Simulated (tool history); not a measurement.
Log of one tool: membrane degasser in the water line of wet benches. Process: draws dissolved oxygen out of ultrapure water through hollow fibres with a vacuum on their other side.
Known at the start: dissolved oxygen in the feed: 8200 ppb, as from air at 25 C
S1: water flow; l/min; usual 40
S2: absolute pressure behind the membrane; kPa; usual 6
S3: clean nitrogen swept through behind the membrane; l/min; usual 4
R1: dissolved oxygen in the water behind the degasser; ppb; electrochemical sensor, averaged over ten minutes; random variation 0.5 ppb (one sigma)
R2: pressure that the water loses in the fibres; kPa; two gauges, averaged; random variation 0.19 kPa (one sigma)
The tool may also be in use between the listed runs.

run	hour	S1	S2	S3	R1	R2
1	0	40	6	4	71.8	39.72
2	151.1	40	6	4	70.9	39.53
3	271.6	40	6	4	71.7	39.66
4	487	40	6	4	72.2	39.41
5	690.2	40	6.46	4	83.2	39.52
# hour 734.9: vacuum gauge calibrated
6	896.4	40	6.46	4	82.8	39.67
7	1045.6	40	12.63	4	223.3	39.57
8	1246.5	40	12.63	4	223.3	39.54
9	1425	40	12.63	4	221.4	39.83
10	1633.8	40	12.63	4	222.9	39.77
11	1790.1	45	7.63	2.52	184.8	44.56
12	1996.6	45	7.63	2.52	185	44.34
13	2202.1	40	4.07	6.27	19.6	39.03

Run 14 comes next. What will it give?
14	2384.2	63	6	7.97	?	?

Run 14 gave R1 102.6 ppb, R2 61.96 kPa.
Without the tool's hidden state the same run would have given R1 102.3 ppb, R2 62.46 kPa.

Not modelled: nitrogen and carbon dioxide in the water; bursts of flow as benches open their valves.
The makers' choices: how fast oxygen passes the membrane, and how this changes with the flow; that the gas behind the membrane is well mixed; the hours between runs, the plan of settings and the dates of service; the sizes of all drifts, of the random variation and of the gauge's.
